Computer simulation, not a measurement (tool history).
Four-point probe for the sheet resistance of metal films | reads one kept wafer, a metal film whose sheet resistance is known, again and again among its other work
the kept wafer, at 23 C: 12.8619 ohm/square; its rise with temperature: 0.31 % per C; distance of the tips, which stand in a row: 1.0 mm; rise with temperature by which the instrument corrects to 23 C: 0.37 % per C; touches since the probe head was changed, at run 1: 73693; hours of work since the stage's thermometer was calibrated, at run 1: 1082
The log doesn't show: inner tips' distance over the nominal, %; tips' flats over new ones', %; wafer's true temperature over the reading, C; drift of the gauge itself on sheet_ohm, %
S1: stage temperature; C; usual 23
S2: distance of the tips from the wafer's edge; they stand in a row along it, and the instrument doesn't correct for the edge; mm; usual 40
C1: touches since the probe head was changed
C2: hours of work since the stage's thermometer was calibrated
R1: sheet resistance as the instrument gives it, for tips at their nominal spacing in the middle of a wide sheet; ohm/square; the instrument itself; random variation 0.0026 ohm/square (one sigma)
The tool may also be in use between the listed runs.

Run 1, hour 0.0: usual settings; C1 73693; C2 1082. Result: R1 12.915564 ohm/square.
Run 2, hour 41.6: usual settings; C1 75675; C2 1106. Result: R1 12.916786 ohm/square.
Run 3, hour 75.5: usual settings but S2 63 mm; C1 77294; C2 1125. Result: R1 12.918844 ohm/square.
Run 4, hour 113.1: usual settings; C1 79084; C2 1146. Result: R1 12.916438 ohm/square.
Run 5, hour 136.5: usual settings; C1 80200; C2 1159. Result: R1 12.921789 ohm/square.
Run 6, hour 171.8: usual settings; C1 81884; C2 1179. Result: R1 12.925063 ohm/square.
Run 7, hour 216.1: usual settings; C1 83995; C2 1204. Result: R1 12.920693 ohm/square.
Run 8, hour 257.7: usual settings; C1 85976; C2 1227. Result: R1 12.923566 ohm/square.
Run 9, hour 296.2: usual settings but S1 19 C; C1 87812; C2 1249. Result: R1 12.950555 ohm/square.
Run 10, hour 340.7: usual settings but S1 29 C, S2 18 mm; C1 89933; C2 1274. Result: R1 12.901768 ohm/square.
Run 11, hour 370.2: usual settings but S1 27 C, S2 7 mm; C1 91339; C2 1291. Result: R1 13.031180 ohm/square.
Run 12, hour 401.6: usual settings but S1 27 C, S2 7 mm; C1 92837; C2 1308. Result: R1 13.036065 ohm/square.
Run 13, hour 445.5: usual settings but S1 27 C, S2 7 mm; C1 94931; C2 1333. Result: R1 13.035765 ohm/square.

5 ways to go on from here, each from the tool as it stands after run 13. What would each give?
Run A, hour 476.7: usual settings but S2 61 mm; C1 96416; C2 1350. Result: R1 ?.
Run B, hour 476.7: usual settings but S1 20 C, S2 4 mm; C1 96416; C2 1350. Result: R1 ?.
Run C, hour 476.7: usual settings but S1 30 C, S2 5 mm; C1 96416; C2 1350. Result: R1 ?.
Run D, hour 476.7: usual settings but S1 20 C; C1 96416; C2 1350. Result: R1 ?.
Run E, hour 476.7: usual settings but S1 22 C, S2 7 mm; C1 96416; C2 1350. Result: R1 ?.

run         R1
  A  12.925162
  B  13.372011
  C  13.150137
  D  12.950148
  E  13.070024
Without the tool's hidden state the same runs would have given:
run         R1
  A  12.861320
  B  13.305865
  C  13.085722
  D  12.885980
  E  13.005434
